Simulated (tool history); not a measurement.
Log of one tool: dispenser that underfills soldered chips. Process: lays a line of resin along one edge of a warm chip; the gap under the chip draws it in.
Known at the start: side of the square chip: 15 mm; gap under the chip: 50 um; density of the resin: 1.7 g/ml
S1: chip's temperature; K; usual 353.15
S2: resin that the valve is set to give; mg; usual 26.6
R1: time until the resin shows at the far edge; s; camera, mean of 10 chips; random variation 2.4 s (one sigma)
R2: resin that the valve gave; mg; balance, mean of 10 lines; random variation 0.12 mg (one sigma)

| run | hour | S1 | S2 | R1 | R2 |
|---|---|---|---|---|---|
| 1 | 0.0 | 353.15 | 26.6 | 234.4 | 25.84 |
|  | 3.2 | dispensing valve cleaned and set on the balance |
| 2 | 7.4 | 353.15 | 26.6 | 268.2 | 26.55 |
|  | 13.5 | new syringe of resin |
| 3 | 18.2 | 353.15 | 26.6 | 249.3 | 26.55 |
|  | 25.8 | new syringe of resin |
| 4 | 26.1 | 353.15 | 26.6 | 231.0 | 26.46 |
| 5 | 32.9 | 368.15 | 26.6 | 131.1 | 26.29 |
|  | 38.6 | new syringe of resin |
| 6 | 43.5 | 368.15 | 26.6 | 126.0 | 26.26 |
|  | 51.0 | new syringe of resin |
| 7 | 51.0 | 368.15 | 26.6 | 113.9 | 26.29 |
| 8 | 56.3 | 368.15 | 26.6 | 129.7 | 26.22 |
| 9 | 61.4 | 353.15 | 26.6 | 289.2 | 26.30 |
|  | 63.6 | new syringe of resin |
| 10 | 67.3 | 361.15 | 26.6 | 169.4 | 26.34 |
| 11 | 73.6 | 353.15 | 26.6 | 282.6 | 26.01 |
|  | 76.1 | new syringe of resin |
| 12 | 79.8 | 360.15 | 26.6 | 177.3 | 26.05 |
| 13 | 87.2 | 368.15 | 26.6 | 143.9 | 26.08 |
|  | 88.5 | new syringe of resin |
| 14 | 98.1 | 353.15 | 30.4 | 271.6 | 29.83 |
|  | 100.7 | new syringe of resin |
| 15 | 108.6 | 353.15 | 27.4 | 273.0 | 26.69 |
|  | 113.5 | new syringe of resin |
| 16 | 119.4 | 353.15 | 27.4 | 254.3 | 26.47 |
|  | 125.9 | new syringe of resin |
|  | 128.6 | dispensing valve cleaned and set on the balance |
| 17 | 131.2 | 353.15 | 27.4 | 247.4 | 27.28 |
|  | 139.4 | new syringe of resin |
| 18 | 140.0 | 341.15 | 25.6 | 418.1 | 25.32 |
| 19 | 145.2 | 353.15 | 28.0 | 250.5 | 27.88 |
|  | 151.8 | new syringe of resin |
| 20 | 155.5 | 353.15 | 28.0 | 239.3 | 27.68 |
| 21 | 159.8 | 346.15 | 28.0 | 379.5 | 27.74 |
|  | 164.5 | new syringe of resin |
| 22 | 168.9 | 364.15 | 27.0 | 147.8 | 26.48 |
|  | 177.1 | new syringe of resin |
| 23 | 177.1 | 364.15 | 27.0 | 132.6 | 26.56 |
| 24 | 185.6 | 361.15 | 26.6 | 184.0 | 25.97 |
|  | 189.7 | new syringe of resin |
| 25 | 193.7 | 361.15 | 26.6 | 169.5 | 25.94 |
| 26 | 198.9 | 346.15 | 33.8 | 374.0 | 32.79 |
|  | 202.0 | new syringe of resin |
| 27 | 203.8 | 354.15 | 33.8 | 217.5 | 33.18 |
| 28 | 211.2 | 357.15 | 32.1 | 224.8 | 31.54 |
|  | 214.2 | new syringe of resin |
| 29 | 220.4 | 365.15 | 32.1 | 138.1 | 31.14 |
|  | 226.8 | new syringe of resin |
| 30 | 228.3 | 363.15 | 34.4 | 138.3 | 33.65 |
| 31 | 235.0 | 366.15 | 24.4 | 150.5 | 23.46 |
|  | 239.6 | new syringe of resin |
| 32 | 242.6 | 339.15 | 33.1 | 471.1 | 31.91 |
| 33 | 249.7 | 359.15 | 26.6 | 206.0 | 25.52 |
|  | 252.3 | new syringe of resin |
|  | 254.7 | dispensing valve cleaned and set on the balance |
| 34 | 258.9 | 359.15 | 26.6 | 186.9 | 26.45 |

5 ways to go on from here, each from the tool as it stands after run 34. What would each give?
| A | 263.3 | 346.15 | 27.4 | ? | ? |
| B | 263.3 | 341.15 | 31.6 | ? | ? |
| C | 263.3 | 340.15 | 33.9 | ? | ? |
| D | 263.3 | 350.15 | 27.4 | ? | ? |
| E | 263.3 | 353.15 | 28.3 | ? | ? |

| run | R1 | R2 |
|---|---|---|
| A | 387.5 | 27.38 |
| B | 486.7 | 31.32 |
| C | 519.0 | 33.81 |
| D | 316.9 | 27.44 |
| E | 274.2 | 28.23 |
Without the tool's hidden state the same runs would have given:
| run | R1 | R2 |
|---|---|---|
| A | 337.3 | 27.51 |
| B | 424.8 | 31.46 |
| C | 453.3 | 33.97 |
| D | 275.5 | 27.57 |
| E | 238.1 | 28.36 |
